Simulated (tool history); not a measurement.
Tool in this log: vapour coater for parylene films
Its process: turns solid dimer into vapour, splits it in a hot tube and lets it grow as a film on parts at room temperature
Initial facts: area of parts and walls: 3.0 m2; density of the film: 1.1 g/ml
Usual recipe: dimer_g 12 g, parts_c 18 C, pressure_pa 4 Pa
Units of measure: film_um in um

run    hour  dimer_g  parts_c  pressure_pa  film_um
  1       0       12       18            4      2.6
  2    41.4       12       18            4     2.53
  3      68       12       18            4     2.57
  4     114       12       18            4     2.59
  5   140.3       12       18            4     2.54
  6   190.7       12       18            4     2.53
  7   233.6       13       18            4     2.81
  8   256.8       12       27            4     1.96
  9   300.6       12       18         4.78     2.55
 10     345        9       18         4.78     1.87
 11   393.1       12       12            4     3.12
 12   424.5       12       12            4     3.07
      436.1  -- trap's valve overhauled
 13   459.5       12       12            4     3.04
 14     490       12       12            4     3.08
 15     511        5       18            4     1.09
 16   553.2       12       18         3.74     2.57
 17   589.9       12       18         3.74     2.62
 18   621.1        5       18            4     1.08
 19   646.6        5       18            4     1.09
 20   674.8       12       18            4     2.56
 21   711.7       12       18            4     2.59
 22   742.6       12       18            4     2.57
 23   770.1       10       18            4     2.13
 24   814.3       10       18            4     2.14
 25   859.2        9       17            4     1.97
 26   906.5       11       10         7.89     2.67
 27   943.7        7       28         3.14     1.13
 28   990.6       21       14         2.52      5.5
 29  1017.9       18       17         2.66     4.22
     1024.7  -- trap's valve overhauled
 30  1048.3       12       19         4.12     2.49
 31  1095.5       12       19         4.12     2.51

The next listed run, before its measurement:
 32  1143.6       12       19         4.12        ?

{"run 32": {"film_um": 2.48}}
On a tool with no hidden condition, and with the same random variation, this run would have come out at film_um 2.49 um.
